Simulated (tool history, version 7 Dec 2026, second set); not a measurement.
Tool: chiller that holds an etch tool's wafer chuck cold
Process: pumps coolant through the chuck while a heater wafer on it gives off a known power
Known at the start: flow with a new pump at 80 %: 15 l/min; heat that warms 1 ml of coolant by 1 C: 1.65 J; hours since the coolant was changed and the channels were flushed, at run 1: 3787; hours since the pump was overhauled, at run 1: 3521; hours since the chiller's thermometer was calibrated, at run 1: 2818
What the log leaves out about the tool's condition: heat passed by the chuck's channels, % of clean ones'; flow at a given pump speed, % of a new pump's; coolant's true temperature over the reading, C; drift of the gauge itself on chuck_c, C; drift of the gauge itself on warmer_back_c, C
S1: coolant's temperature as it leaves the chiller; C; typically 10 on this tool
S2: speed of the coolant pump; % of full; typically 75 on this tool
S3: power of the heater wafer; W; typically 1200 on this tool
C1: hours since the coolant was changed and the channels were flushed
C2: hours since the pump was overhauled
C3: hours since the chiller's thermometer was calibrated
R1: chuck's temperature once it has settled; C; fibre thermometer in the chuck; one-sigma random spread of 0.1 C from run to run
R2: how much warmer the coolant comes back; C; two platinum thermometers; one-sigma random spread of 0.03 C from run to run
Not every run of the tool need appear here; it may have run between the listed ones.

run 1 day=0.000 | S1=10 S2=75 S3=1200 | C1=3787 C2=3521 C3=2818 | R1=21.1 R2=3.06
-- day=2.517 chiller's thermometer calibrated
run 2 day=6.912 | S1=10 S2=75 S3=1200 | C1=3952 C2=3686 C3=105 | R1=20.8 R2=3.12
run 3 day=11.750 | S1=10 S2=75 S3=1200 | C1=4068 C2=3802 C3=222 | R1=21.0 R2=3.12
run 4 day=16.346 | S1=10 S2=75 S3=1200 | C1=4178 C2=3913 C3=332 | R1=21.1 R2=3.17
run 5 day=20.392 | S1=10 S2=75 S3=1719 | C1=4275 C2=4010 C3=429 | R1=25.7 R2=4.50
run 6 day=28.029 | S1=10 S2=75 S3=1719 | C1=4458 C2=4193 C3=612 | R1=25.9 R2=4.47
run 7 day=32.467 | S1=10 S2=75 S3=1624 | C1=4565 C2=4300 C3=719 | R1=24.9 R2=4.31
run 8 day=37.021 | S1=10 S2=75 S3=1624 | C1=4674 C2=4409 C3=828 | R1=25.0 R2=4.31
run 9 day=41.788 | S1=17 S2=66 S3=1624 | C1=4789 C2=4523 C3=943 | R1=33.7 R2=4.83
run 10 day=46.775 | S1=10 S2=68 S3=1315 | C1=4908 C2=4643 C3=1062 | R1=23.2 R2=3.87
-- day=50.625 coolant changed, channels flushed
run 11 day=55.038 | S1=1 S2=78 S3=1216 | C1=106 C2=4835 C3=1254 | R1=11.8 R2=3.09
run 12 day=59.062 | S1=7 S2=75 S3=1448 | C1=203 C2=4932 C3=1351 | R1=20.4 R2=3.89
run 13 day=62.546 | S1=14 S2=95 S3=781 | C1=286 C2=5015 C3=1435 | R1=20.0 R2=1.80

Run 14 comes next. What will it give?
-- day=68.254 coolant pump overhauled
run 14 day=69.029 | S1=14 S2=95 S3=781 | C1=437 C2=19 C3=1585 | R1=? R2=?

Run 14 measured R1 19.9 C, R2 1.82 C.
With no hidden state in the tool, this same run would have given R1 19.9 C, R2 1.64 C.
